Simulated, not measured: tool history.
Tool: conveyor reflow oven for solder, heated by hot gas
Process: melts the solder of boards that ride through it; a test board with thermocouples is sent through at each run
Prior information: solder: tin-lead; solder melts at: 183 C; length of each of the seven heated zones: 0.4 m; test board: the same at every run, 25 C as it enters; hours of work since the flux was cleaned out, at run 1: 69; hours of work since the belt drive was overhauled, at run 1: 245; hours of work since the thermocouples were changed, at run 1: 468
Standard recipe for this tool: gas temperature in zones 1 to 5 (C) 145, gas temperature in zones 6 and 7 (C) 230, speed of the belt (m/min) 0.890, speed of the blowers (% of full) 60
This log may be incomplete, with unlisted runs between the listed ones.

run	day	gas temperature in zones 1 to 5 (C)	gas temperature in zones 6 and 7 (C)	speed of the belt (m/min)	speed of the blowers (% of full)	hours of work since the flux was cleaned out	hours of work since the belt drive was overhauled	hours of work since the thermocouples were changed	highest temperature of the board (C)	time above the solder's melting point (s)
1	0.000	145	230	0.890	60	69	245	468	210.5	37.2
2	0.367	145	230	0.890	60	75	252	475	210.8	37.3
3	0.688	145	230	0.890	60	81	257	481	210.4	37.3
4	1.162	145	230	0.890	60	90	266	489	210.6	37.3
5	1.425	145	230	0.890	60	95	271	494	210.4	37.2
6	1.929	145	230	0.890	60	104	280	503	210.7	37.3
7	2.225	145	230	0.890	60	109	285	509	210.2	37.4
8	2.742	145	230	0.770	60	119	295	518	215.3	47.3
9	3.088	145	230	0.841	60	125	301	524	212.2	41.1
10	3.608	145	230	0.841	60	134	311	534	212.4	40.9
11	4.054	145	230	0.841	60	142	319	542	212.7	41.4
12	4.417	145	230	0.890	60	149	325	549	210.5	37.2
13	4.946	145	230	0.900	60	159	335	558	210.0	36.3
14	5.217	145	230	0.900	60	164	340	563	209.8	36.1
15	5.742	145	230	0.944	60	173	349	573	208.2	33.1
# day 6.304: thermocouples of zones 6 and 7 changed
16	6.321	145	230	0.944	60	182	358	0	206.4	31.9
17	6.558	145	230	0.944	60	186	363	5	206.6	31.8
18	7.117	145	230	0.944	60	197	373	15	206.6	31.9
19	7.654	158	238	0.956	57	206	383	25	214.9	40.5
20	8.112	158	226	0.867	57	215	391	33	208.7	41.4
21	8.404	145	230	0.833	72	220	396	38	213.6	42.9
22	8.775	145	230	0.833	72	227	403	45	213.6	42.9
23	9.283	145	235	0.767	72	236	412	54	220.2	51.0
24	9.546	145	235	0.767	72	241	417	59	220.4	51.1
25	9.800	145	230	0.890	63	245	422	64	209.3	36.5
26	10.129	130	234	1.065	52	251	428	69	196.4	16.7
27	10.588	138	230	0.967	60	260	436	78	203.5	26.9
28	11.017	138	230	0.967	60	268	444	86	203.5	26.8
29	11.358	138	230	0.967	60	274	450	92	203.5	26.7
30	11.808	147	234	1.011	58	282	458	100	206.7	29.7
31	12.292	147	234	1.011	58	291	467	109	206.5	29.5

Entry by entry between the runs, the difference in hidden state between the last listed run before and the first listed run after:
In the gap between runs 15 and 16: thermocouples of zones 6 and 7 changed (day 6.304)
  heat that the gas passes to the board, % of a clean oven's: 95.9 -> 95.7; belt's true speed, % of the reading: 99.34 -> 99.32; true gas temperature in zones 6 and 7 over the reading, C: 2.09 -> 0.14
  measured result minus the result with no hidden state, highest temperature of the board (C): +0.7 -> -0.8; time above the solder's melting point (s): +0.6 -> -0.6
